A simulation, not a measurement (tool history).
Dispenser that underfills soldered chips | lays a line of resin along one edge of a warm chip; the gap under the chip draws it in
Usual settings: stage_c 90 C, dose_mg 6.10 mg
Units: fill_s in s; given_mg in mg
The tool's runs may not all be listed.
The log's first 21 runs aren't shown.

run,hour,stage_c,dose_mg,hours of work since the syringe was changed,hours of work since the valve was cleaned,hours of work since the stage was calibrated,fill_s,given_mg
22,161.4,77,6.68,7,10,99,316.1,6.644
# hour 167.7: new syringe of resin
23,169.0,90,6.61,1,16,105,130.3,6.568
24,176.1,100,6.71,6,21,110,141.8,6.636
# hour 183.2: new syringe of resin
25,184.4,76,6.60,1,27,116,205.2,6.507
26,191.6,76,6.60,6,32,121,316.4,6.470
# hour 198.6: new syringe of resin
27,201.7,76,6.60,2,39,128,232.6,6.448
28,209.0,100,6.10,8,45,134,155.1,5.967
# hour 214.4: new syringe of resin
# hour 217.1: dispensing valve cleaned and set on the balance
29,218.2,100,6.10,2,1,140,98.8,6.112
30,227.2,91,7.41,9,7,146,227.8,7.408
# hour 231.3: new syringe of resin
31,232.8,75,7.30,1,11,150,218.4,7.249
32,238.8,79,6.23,6,16,155,270.0,6.178
33,243.1,75,5.86,9,19,158,405.4,5.787
# hour 246.9: new syringe of resin
34,248.0,75,5.86,1,22,161,209.9,5.779

Forecast each of these 3 alternatives for the next run:
A,256.7,105,6.10,7,29,168,?,?
B,256.7,92,7.51,7,29,168,?,?
C,256.7,75,7.81,7,29,168,?,?

run,fill_s,given_mg
A,128.4,5.999
B,195.7,7.390
C,351.7,7.682
Without the tool's hidden state the same runs would have given:
run,fill_s,given_mg
A,72.4,6.098
B,110.8,7.512
C,200.1,7.809

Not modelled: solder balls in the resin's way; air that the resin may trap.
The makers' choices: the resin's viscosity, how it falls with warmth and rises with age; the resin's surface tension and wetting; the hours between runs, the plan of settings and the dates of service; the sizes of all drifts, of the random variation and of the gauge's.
